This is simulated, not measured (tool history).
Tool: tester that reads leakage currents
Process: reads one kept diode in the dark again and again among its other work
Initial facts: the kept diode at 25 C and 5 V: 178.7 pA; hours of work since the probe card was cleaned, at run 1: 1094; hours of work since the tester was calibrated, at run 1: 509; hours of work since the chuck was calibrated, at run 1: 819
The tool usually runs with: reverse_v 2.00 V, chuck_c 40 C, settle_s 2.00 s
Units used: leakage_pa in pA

run    hour  reverse_v  chuck_c  settle_s  hours of work since the probe card was cleaned  hours of work since the tester was calibrated  hours of work since the chuck was calibrated  leakage_pa
  1     0.0       2.00       40      2.00                                            1094                                            509                                           819      403.74
  2    75.5       2.00       40      2.00                                            1126                                            541                                           851      403.25
  3   127.9       2.00       40      2.00                                            1149                                            563                                           874      402.74
  4   196.6       2.00       40      2.00                                            1178                                            593                                           903      400.31
  5   297.4       2.00       40      2.00                                            1221                                            635                                           946      398.27
  6   378.1       2.00       40      2.00                                            1255                                            670                                           980      397.35
  7   487.3       2.00       40      2.00                                            1302                                            716                                          1026      392.98
  8   600.0       2.00       59      2.00                                            1349                                            764                                          1074     1663.59
  9   690.0       2.00       40      2.00                                            1388                                            802                                          1113      391.79
 10   738.8       2.00       40      2.00                                            1408                                            823                                          1133      390.53
 11   818.5       2.00       26      2.00                                            1442                                            857                                          1167      118.78
 12   894.7       2.00       26      2.00                                            1475                                            889                                          1200      118.05
 13   964.4       2.00       40      3.96                                            1504                                            919                                          1229      385.11
 14  1061.9       7.71       40      3.96                                            1546                                            960                                          1271      660.37
     1093.7  -- chuck's temperature calibrated
 15  1171.0       7.71       40      3.96                                            1591                                           1006                                            33      758.71
 16  1258.1       7.71       40      3.96                                            1628                                           1043                                            70      751.70
 17  1334.4       2.00       40      2.32                                            1661                                           1075                                           102      438.14
 18  1403.2       2.00       40      2.00                                            1690                                           1105                                           132      435.41
 19  1499.6       2.00       40      2.00                                            1731                                           1146                                           172      430.71
 20  1555.1       2.00       40      2.00                                            1754                                           1169                                           196      430.87
 21  1611.2       2.00       40      2.00                                            1778                                           1193                                           220      431.92
 22  1703.3       9.98       40      2.00                                            1817                                           1232                                           259      816.13
 23  1761.8       3.45       53      2.00                                            1842                                           1257                                           284     1449.19
 24  1827.9       3.45       53      2.00                                            1870                                           1285                                           312     1440.13
 25  1937.6       3.45       53      2.00                                            1917                                           1332                                           359     1435.29
     1949.2  -- probe card cleaned and baked
 26  2004.5       3.45       53      2.00                                              23                                           1359                                           386     1432.70
 27  2080.3       3.45       53      2.00                                              56                                           1391                                           418     1428.45
 28  2172.2       1.98       49      0.89                                              95                                           1430                                           457      848.61
 29  2284.1       3.18       20      2.00                                             142                                           1478                                           505       93.01
 30  2337.5       2.33       20      2.00                                             165                                           1500                                           527       81.56
 31  2389.2       2.00       51      0.63                                             187                                           1522                                           549      977.11
     2417.7  -- probe card cleaned and baked, once more
 32  2462.5       1.99       27      3.61                                              19                                           1552                                           579      137.26
 33  2513.1       1.88       41      0.51                                              41                                           1574                                           601      434.45
 34  2620.2      12.58       55      0.51                                              86                                           1619                                           646     2714.67
 35  2703.9       2.06       55      1.31                                             122                                           1655                                           682     1305.77
 36  2811.1       1.17       40      8.43                                             167                                           1700                                           727      327.73
 37  2902.9       1.22       40      2.00                                             206                                           1739                                           766      330.93
 38  2980.1       1.22       43      0.65                                             239                                           1772                                           799      419.35
 39  3049.6       4.18       41      1.32                                             269                                           1802                                           829      582.20
 40  3148.8       4.18       30      1.32                                             311                                           1844                                           871      231.86

Alternative continuations, all from the tool just after run 40; predict every row:
  A  3266.1      12.55       27      5.00                                             361                                           1894                                           921           ?
  B  3266.1      14.12       31      9.41                                             361                                           1894                                           921           ?
  C  3266.1       3.73       40      0.68                                             361                                           1894                                           921           ?

run  leakage_pa
  A      277.16
  B      411.27
  C      507.97
Without the tool's unlogged condition, the same runs would have read:
run  leakage_pa
  A      308.60
  B      457.56
  C      564.23
